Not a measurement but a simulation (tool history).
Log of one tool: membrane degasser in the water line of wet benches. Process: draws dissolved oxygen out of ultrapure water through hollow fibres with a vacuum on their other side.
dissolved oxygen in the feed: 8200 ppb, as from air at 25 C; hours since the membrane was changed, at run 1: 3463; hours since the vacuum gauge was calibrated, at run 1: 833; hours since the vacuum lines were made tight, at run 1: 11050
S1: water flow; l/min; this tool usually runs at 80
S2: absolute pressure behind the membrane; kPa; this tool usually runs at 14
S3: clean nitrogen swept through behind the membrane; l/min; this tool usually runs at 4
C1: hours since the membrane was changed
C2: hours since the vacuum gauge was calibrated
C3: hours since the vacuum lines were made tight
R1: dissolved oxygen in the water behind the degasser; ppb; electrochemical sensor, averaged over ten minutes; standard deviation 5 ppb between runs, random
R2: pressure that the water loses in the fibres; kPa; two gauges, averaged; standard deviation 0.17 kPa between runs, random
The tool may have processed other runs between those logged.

run 1 day=0 | S1=80 S2=14 S3=4 | C1=3463 C2=833 C3=11050 | R1=505.6 R2=27.73
run 2 day=4.017 | S1=80 S2=14 S3=4 | C1=3560 C2=929 C3=11146 | R1=508.9 R2=27.67
-- day=4.421 seals of the vacuum lines changed
run 3 day=9.192 | S1=80 S2=14 S3=4 | C1=3682 C2=1052 C3=114 | R1=511.5 R2=27.8
run 4 day=13.404 | S1=80 S2=13.1 S3=4 | C1=3783 C2=1153 C3=216 | R1=460.1 R2=27.82
run 5 day=17.096 | S1=80 S2=18.1 S3=4 | C1=3872 C2=1241 C3=304 | R1=665.1 R2=27.57
run 6 day=21.988 | S1=53 S2=14 S3=4 | C1=3989 C2=1359 C3=422 | R1=326.7 R2=18.47
run 7 day=24.392 | S1=53 S2=14 S3=4 | C1=4047 C2=1416 C3=479 | R1=339.7 R2=18.52
run 8 day=29.417 | S1=51 S2=8.8 S3=1.8 | C1=4167 C2=1537 C3=600 | R1=337.5 R2=17.45
run 9 day=33.25 | S1=67 S2=14 S3=4.84 | C1=4259 C2=1629 C3=692 | R1=364.3 R2=22.8
run 10 day=36.296 | S1=67 S2=14 S3=4.84 | C1=4332 C2=1702 C3=765 | R1=362.7 R2=23.29
run 11 day=41.446 | S1=80 S2=20 S3=2.12 | C1=4456 C2=1826 C3=889 | R1=1179.5 R2=27.62
run 12 day=44.171 | S1=80 S2=20 S3=2.12 | C1=4521 C2=1891 C3=954 | R1=1170.1 R2=28.09
run 13 day=47.517 | S1=48 S2=11.1 S3=10.21 | C1=4602 C2=1971 C3=1034 | R1=102.6 R2=16.58

Predict each of these 3 candidate next runs independently; none follows another, all start after run 13:
run A day=52.621 | S1=71 S2=13.9 S3=5.97 | C1=4724 C2=2094 C3=1157 | R1=? R2=?
run B day=52.621 | S1=54 S2=18 S3=4 | C1=4724 C2=2094 C3=1157 | R1=? R2=?
run C day=52.621 | S1=116 S2=13.2 S3=4 | C1=4724 C2=2094 C3=1157 | R1=? R2=?

run=A R1=319.9 R2=24.59
run=B R1=458 R2=18.75
run=C R1=676.5 R2=40.38
Take away the tool's hidden state, keep each run's random variation, and the runs would have read:
run=A R1=312.5 R2=23.69
run=B R1=453.6 R2=18.07
run=C R1=659.7 R2=38.91
